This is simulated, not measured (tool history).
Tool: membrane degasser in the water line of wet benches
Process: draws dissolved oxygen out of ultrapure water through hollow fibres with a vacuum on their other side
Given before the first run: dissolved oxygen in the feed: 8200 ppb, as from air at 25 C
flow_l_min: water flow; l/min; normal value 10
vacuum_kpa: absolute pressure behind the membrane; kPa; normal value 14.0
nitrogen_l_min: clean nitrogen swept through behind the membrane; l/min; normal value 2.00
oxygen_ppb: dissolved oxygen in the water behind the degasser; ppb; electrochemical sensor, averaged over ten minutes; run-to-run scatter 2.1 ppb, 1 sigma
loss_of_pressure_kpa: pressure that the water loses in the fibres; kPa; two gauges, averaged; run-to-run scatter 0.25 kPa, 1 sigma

{"run": 1, "hour": 0.0, "flow_l_min": 10, "vacuum_kpa": 14.0, "nitrogen_l_min": 2.0, "oxygen_ppb": 254.7, "loss_of_pressure_kpa": 70.65}
{"run": 2, "hour": 220.8, "flow_l_min": 10, "vacuum_kpa": 14.0, "nitrogen_l_min": 2.0, "oxygen_ppb": 257.5, "loss_of_pressure_kpa": 70.83}
{"run": 3, "hour": 463.7, "flow_l_min": 10, "vacuum_kpa": 14.0, "nitrogen_l_min": 1.25, "oxygen_ppb": 338.2, "loss_of_pressure_kpa": 70.42}
{"run": 4, "hour": 758.4, "flow_l_min": 10, "vacuum_kpa": 14.0, "nitrogen_l_min": 1.25, "oxygen_ppb": 332.9, "loss_of_pressure_kpa": 70.59}
{"hour": 826.7, "done": "vacuum gauge calibrated"}
{"run": 5, "hour": 1064.2, "flow_l_min": 10, "vacuum_kpa": 14.0, "nitrogen_l_min": 1.25, "oxygen_ppb": 341.0, "loss_of_pressure_kpa": 71.29}
{"run": 6, "hour": 1370.9, "flow_l_min": 10, "vacuum_kpa": 14.0, "nitrogen_l_min": 1.25, "oxygen_ppb": 347.6, "loss_of_pressure_kpa": 71.21}
{"run": 7, "hour": 1507.1, "flow_l_min": 10, "vacuum_kpa": 14.0, "nitrogen_l_min": 1.25, "oxygen_ppb": 344.4, "loss_of_pressure_kpa": 71.5}
{"run": 8, "hour": 1756.6, "flow_l_min": 10, "vacuum_kpa": 14.0, "nitrogen_l_min": 2.0, "oxygen_ppb": 263.2, "loss_of_pressure_kpa": 71.35}
{"run": 9, "hour": 1905.1, "flow_l_min": 10, "vacuum_kpa": 14.0, "nitrogen_l_min": 2.0, "oxygen_ppb": 267.0, "loss_of_pressure_kpa": 71.37}
{"run": 10, "hour": 2105.9, "flow_l_min": 10, "vacuum_kpa": 14.0, "nitrogen_l_min": 2.0, "oxygen_ppb": 268.5, "loss_of_pressure_kpa": 71.29}
{"run": 11, "hour": 2246.6, "flow_l_min": 10, "vacuum_kpa": 14.0, "nitrogen_l_min": 1.02, "oxygen_ppb": 387.7, "loss_of_pressure_kpa": 71.44}
{"hour": 2407.4, "done": "vacuum gauge calibrated, once more"}
{"run": 12, "hour": 2455.2, "flow_l_min": 10, "vacuum_kpa": 14.0, "nitrogen_l_min": 2.0, "oxygen_ppb": 255.8, "loss_of_pressure_kpa": 71.53}
{"run": 13, "hour": 2768.0, "flow_l_min": 10, "vacuum_kpa": 14.0, "nitrogen_l_min": 2.0, "oxygen_ppb": 261.7, "loss_of_pressure_kpa": 71.62}
{"hour": 2911.3, "done": "seals of the vacuum lines changed"}
{"run": 14, "hour": 2981.3, "flow_l_min": 9, "vacuum_kpa": 14.0, "nitrogen_l_min": 1.35, "oxygen_ppb": 254.5, "loss_of_pressure_kpa": 64.79}
{"run": 15, "hour": 3129.9, "flow_l_min": 16, "vacuum_kpa": 8.9, "nitrogen_l_min": 4.32, "oxygen_ppb": 574.0, "loss_of_pressure_kpa": 115.18}
{"run": 16, "hour": 3291.0, "flow_l_min": 8, "vacuum_kpa": 13.9, "nitrogen_l_min": 1.62, "oxygen_ppb": 184.7, "loss_of_pressure_kpa": 57.87}
{"run": 17, "hour": 3505.5, "flow_l_min": 8, "vacuum_kpa": 13.9, "nitrogen_l_min": 1.62, "oxygen_ppb": 180.2, "loss_of_pressure_kpa": 57.7}
{"run": 18, "hour": 3775.8, "flow_l_min": 7, "vacuum_kpa": 14.7, "nitrogen_l_min": 2.2, "oxygen_ppb": 117.6, "loss_of_pressure_kpa": 50.67}
{"run": 19, "hour": 4017.0, "flow_l_min": 7, "vacuum_kpa": 9.9, "nitrogen_l_min": 0.92, "oxygen_ppb": 151.5, "loss_of_pressure_kpa": 50.73}
{"hour": 4180.7, "done": "membrane cartridge changed"}
{"run": 20, "hour": 4180.7, "flow_l_min": 7, "vacuum_kpa": 9.9, "nitrogen_l_min": 0.92, "oxygen_ppb": 141.6, "loss_of_pressure_kpa": 46.61}
{"run": 21, "hour": 4375.1, "flow_l_min": 10, "vacuum_kpa": 22.6, "nitrogen_l_min": 2.09, "oxygen_ppb": 312.4, "loss_of_pressure_kpa": 67.03}
{"run": 22, "hour": 4662.5, "flow_l_min": 10, "vacuum_kpa": 28.0, "nitrogen_l_min": 2.09, "oxygen_ppb": 368.8, "loss_of_pressure_kpa": 66.7}

What does the tool deliver on the next run?
{"run": 23, "hour": 4871.7, "flow_l_min": 6, "vacuum_kpa": 14.0, "nitrogen_l_min": 1.55, "oxygen_ppb": "?", "loss_of_pressure_kpa": "?"}

Run 23 yielded oxygen_ppb 114.2 ppb, loss_of_pressure_kpa 39.93 kPa.
Without the tool's hidden state the same run would have given oxygen_ppb 109.8 ppb, loss_of_pressure_kpa 39.76 kPa.
